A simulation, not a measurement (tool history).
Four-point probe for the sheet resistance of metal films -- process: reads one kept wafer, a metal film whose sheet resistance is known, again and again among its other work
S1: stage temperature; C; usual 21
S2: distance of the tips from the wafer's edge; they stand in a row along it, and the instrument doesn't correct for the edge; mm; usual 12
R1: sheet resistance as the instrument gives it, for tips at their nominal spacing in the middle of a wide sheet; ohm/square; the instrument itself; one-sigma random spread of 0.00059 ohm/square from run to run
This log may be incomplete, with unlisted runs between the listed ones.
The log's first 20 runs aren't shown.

{"run": 21, "hour": 1097.2, "S1": 21, "S2": 12, "R1": 2.974255}
{"run": 22, "hour": 1166.9, "S1": 19, "S2": 6, "R1": 2.988262}
{"run": 23, "hour": 1209.1, "S1": 19, "S2": 6, "R1": 2.987805}
{"run": 24, "hour": 1241.7, "S1": 19, "S2": 10, "R1": 2.977721}
{"run": 25, "hour": 1273.7, "S1": 19, "S2": 27, "R1": 2.970883}
{"run": 26, "hour": 1311.9, "S1": 31, "S2": 54, "R1": 2.964998}
{"run": 27, "hour": 1371.6, "S1": 22, "S2": 55, "R1": 2.970714}
{"run": 28, "hour": 1409.4, "S1": 21, "S2": 61, "R1": 2.968753}
{"run": 29, "hour": 1455.1, "S1": 21, "S2": 19, "R1": 2.972828}
{"run": 30, "hour": 1511.0, "S1": 25, "S2": 65, "R1": 2.967644}
{"run": 31, "hour": 1582.1, "S1": 21, "S2": 27, "R1": 2.970562}
{"run": 32, "hour": 1651.5, "S1": 20, "S2": 9, "R1": 2.977984}
{"run": 33, "hour": 1697.6, "S1": 18, "S2": 8, "R1": 2.980735}
{"run": 34, "hour": 1757.0, "S1": 21, "S2": 18, "R1": 2.970161}
{"run": 35, "hour": 1818.1, "S1": 21, "S2": 18, "R1": 2.971149}
{"run": 36, "hour": 1868.4, "S1": 21, "S2": 18, "R1": 2.971843}
{"run": 37, "hour": 1905.8, "S1": 21, "S2": 18, "R1": 2.972293}
{"run": 38, "hour": 1975.5, "S1": 21, "S2": 56, "R1": 2.970797}

The next listed run, before its measurement:
{"run": 39, "hour": 2047.5, "S1": 26, "S2": 11, "R1": "?"}

R1: 2.972533 ohm/square
Had the tool carried no hidden state, the very same run would have given R1 2.972675 ohm/square.
